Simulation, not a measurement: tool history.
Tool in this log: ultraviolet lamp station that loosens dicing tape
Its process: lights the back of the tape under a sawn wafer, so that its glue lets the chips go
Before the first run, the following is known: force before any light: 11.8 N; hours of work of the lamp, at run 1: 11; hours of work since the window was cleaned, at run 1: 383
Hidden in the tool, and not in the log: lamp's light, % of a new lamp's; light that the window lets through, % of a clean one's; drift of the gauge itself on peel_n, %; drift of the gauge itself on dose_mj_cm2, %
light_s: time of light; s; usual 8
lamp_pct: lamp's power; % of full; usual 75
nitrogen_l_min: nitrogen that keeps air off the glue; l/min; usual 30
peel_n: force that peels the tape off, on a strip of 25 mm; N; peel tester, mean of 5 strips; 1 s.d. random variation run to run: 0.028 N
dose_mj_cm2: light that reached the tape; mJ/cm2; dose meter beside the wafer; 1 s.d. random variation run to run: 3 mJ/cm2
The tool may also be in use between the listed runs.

run,day,light_s,lamp_pct,nitrogen_l_min,hours of work of the lamp,hours of work since the window was cleaned,peel_n,dose_mj_cm2
1,0,8,75,30,11,383,1.649,392
2,0.371,8,75,30,15,387,1.656,392
3,0.758,8,75,30,19,391,1.713,392
4,1.025,8,75,30,21,394,1.616,394
5,1.221,8,75,30,23,396,1.647,391
6,1.679,8,75,30,28,401,1.704,391
7,1.975,8,75,30,31,404,1.682,390
8,2.167,8,75,30,33,406,1.699,388
9,2.496,8,75,30,37,409,1.691,387
10,2.783,8,75,30,40,412,1.671,388
11,3.1,8,75,30,43,416,1.69,387
12,3.3,8,75,30,45,418,1.677,388
13,3.612,8,75,30,48,421,1.738,385
14,4.079,8,75,25,53,426,1.902,386
15,4.271,8,75,25,55,428,1.839,384
16,4.55,8,75,30,58,431,1.732,389
17,4.817,8,75,30,61,434,1.769,383
18,5.062,8,75,30,63,436,1.7,383
19,5.512,6,75,30,68,441,2.766,288
20,5.892,6,63,30,72,445,3.438,241
21,6.296,6,63,30,76,449,3.462,243
22,6.7,11,75,30,80,453,0.925,520
23,6.9,11,75,30,82,455,0.93,526
24,7.246,11,75,30,86,459,0.97,529
25,7.575,8,75,21,89,462,1.99,377
26,7.808,5,86,21,92,465,3.285,265
27,8.096,4,86,21,95,468,3.967,221
28,8.379,10,75,37,98,471,1.072,473
# day 8.421: window cleaned of glue's vapour
29,8.596,5,72,28,100,2,3.95,218
30,8.896,8,94,54,103,5,1.007,454
31,9.183,15,97,30,106,8,0.314,872
32,9.579,15,97,30,110,12,0.332,881
33,9.892,15,72,10,113,15,1.004,639
34,10.104,15,72,10,116,17,0.977,645
35,10.462,8,91,39,119,21,1.236,438
36,10.908,8,91,43,124,26,1.202,433
# day 11.117: window cleaned of glue's vapour, once more
37,11.179,7,84,43,127,1,1.321,416
38,11.479,4,77,42,130,4,3.57,216
39,11.792,11,75,40,133,7,0.666,582
40,12.054,5,70,22,136,10,3.592,243
41,12.329,10,95,58,138,13,0.426,667
42,12.592,10,95,58,141,15,0.444,662
43,12.879,10,95,58,144,18,0.438,659
44,13.225,14,97,16,148,22,0.36,948

Branching from run 44: 3 alternative next runs. What would each branch give?
A,13.438,13,83,22,150,24,?,?
B,13.438,5,91,14,150,24,?,?
C,13.438,8,95,17,150,24,?,?

run,peel_n,dose_mj_cm2
A,0.479,760
B,2.907,317
C,1.14,532
With the hidden condition removed and each run's random variation left untouched, the same runs would have given:
run,peel_n,dose_mj_cm2
A,0.445,786
B,2.775,328
C,1.062,550
